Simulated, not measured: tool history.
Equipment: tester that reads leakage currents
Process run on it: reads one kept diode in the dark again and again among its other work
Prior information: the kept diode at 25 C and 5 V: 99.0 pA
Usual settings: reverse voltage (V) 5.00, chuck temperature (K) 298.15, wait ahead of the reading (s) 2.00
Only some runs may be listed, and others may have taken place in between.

| run | hour | reverse voltage (V) | chuck temperature (K) | wait ahead of the reading (s) | current that the tester gives (pA) |
|---|---|---|---|---|---|
| 1 | 0.0 | 5.00 | 298.15 | 2.00 | 122.41 |
| 2 | 38.0 | 5.00 | 298.15 | 2.00 | 123.29 |
| 3 | 67.8 | 5.00 | 298.15 | 2.00 | 123.59 |
| 4 | 119.2 | 10.61 | 298.15 | 2.00 | 178.67 |
| 5 | 186.3 | 1.53 | 298.15 | 2.00 | 72.55 |
|  | 206.7 | chuck's temperature calibrated |
| 6 | 224.1 | 5.00 | 298.15 | 2.00 | 101.55 |
| 7 | 256.0 | 5.00 | 298.15 | 2.00 | 102.93 |
| 8 | 292.0 | 5.00 | 304.15 | 2.00 | 174.56 |
| 9 | 335.7 | 5.00 | 304.15 | 2.00 | 174.61 |
| 10 | 401.0 | 5.00 | 304.15 | 2.00 | 175.87 |
| 11 | 446.7 | 5.00 | 304.15 | 2.00 | 176.72 |
| 12 | 516.1 | 5.00 | 298.15 | 3.04 | 106.44 |
| 13 | 560.4 | 5.00 | 298.15 | 3.04 | 106.31 |
| 14 | 631.1 | 1.99 | 298.15 | 3.04 | 69.34 |
|  | 640.0 | probe card cleaned and baked |
| 15 | 675.4 | 1.99 | 298.15 | 3.04 | 70.40 |
| 16 | 723.1 | 1.99 | 298.15 | 3.04 | 71.23 |
| 17 | 780.9 | 5.00 | 298.15 | 2.00 | 112.00 |
| 18 | 820.2 | 5.00 | 298.15 | 2.00 | 112.80 |
|  | 869.5 | probe card cleaned and baked, once more |
| 19 | 872.1 | 5.00 | 298.15 | 2.00 | 105.20 |
| 20 | 945.2 | 5.00 | 298.15 | 2.00 | 106.20 |
| 21 | 978.5 | 1.10 | 303.15 | 1.04 | 83.88 |
| 22 | 1037.2 | 15.84 | 300.15 | 2.82 | 218.41 |
| 23 | 1076.6 | 12.14 | 325.15 | 2.00 | 1538.63 |
| 24 | 1134.2 | 12.14 | 325.15 | 2.00 | 1550.08 |
| 25 | 1197.2 | 5.00 | 306.15 | 7.05 | 221.17 |
| 26 | 1229.9 | 5.00 | 297.15 | 1.29 | 100.84 |
| 27 | 1282.2 | 2.91 | 312.15 | 0.83 | 292.17 |
| 28 | 1331.5 | 18.57 | 314.15 | 6.99 | 803.08 |
| 29 | 1362.0 | 6.65 | 298.15 | 0.71 | 129.42 |
| 30 | 1410.4 | 6.65 | 298.15 | 0.71 | 130.57 |
| 31 | 1458.7 | 5.11 | 304.15 | 0.37 | 197.67 |
| 32 | 1516.0 | 15.25 | 295.15 | 7.38 | 147.24 |
| 33 | 1584.7 | 11.06 | 298.15 | 0.76 | 169.58 |
| 34 | 1638.9 | 11.06 | 298.15 | 0.76 | 170.80 |
| 35 | 1709.2 | 1.08 | 294.15 | 1.44 | 40.28 |
| 36 | 1743.1 | 3.69 | 298.15 | 0.51 | 103.26 |
| 37 | 1792.3 | 10.25 | 298.15 | 2.66 | 166.45 |
| 38 | 1843.0 | 10.25 | 298.15 | 2.66 | 167.64 |
| 39 | 1881.3 | 1.71 | 298.15 | 2.66 | 73.32 |
| 40 | 1942.0 | 10.29 | 327.15 | 2.00 | 1806.99 |

Each run again, without the hidden state but with its own random variation kept:
The hidden state here: stray current of the dirty probe card, pA a volt; current scale over the true one, %; true chuck temperature over the reading, C; drift of the gauge itself on leakage_pa, %.
| run | current that the tester gives (pA) |
|---|---|
| 1 | 99.32 |
| 2 | 99.57 |
| 3 | 99.49 |
| 4 | 140.55 |
| 5 | 58.36 |
| 6 | 98.97 |
| 7 | 99.87 |
| 8 | 171.80 |
| 9 | 170.97 |
| 10 | 170.88 |
| 11 | 170.74 |
| 12 | 99.67 |
| 13 | 98.96 |
| 14 | 65.35 |
| 15 | 65.18 |
| 16 | 65.58 |
| 17 | 99.36 |
| 18 | 99.60 |
| 19 | 100.03 |
| 20 | 99.91 |
| 21 | 78.97 |
| 22 | 202.42 |
| 23 | 1450.32 |
| 24 | 1452.43 |
| 25 | 202.82 |
| 26 | 91.01 |
| 27 | 267.38 |
| 28 | 728.76 |
| 29 | 114.72 |
| 30 | 114.91 |
| 31 | 175.50 |
| 32 | 124.10 |
| 33 | 144.83 |
| 34 | 144.74 |
| 35 | 34.29 |
| 36 | 87.62 |
| 37 | 137.71 |
| 38 | 137.70 |
| 39 | 61.49 |
| 40 | 1573.50 |

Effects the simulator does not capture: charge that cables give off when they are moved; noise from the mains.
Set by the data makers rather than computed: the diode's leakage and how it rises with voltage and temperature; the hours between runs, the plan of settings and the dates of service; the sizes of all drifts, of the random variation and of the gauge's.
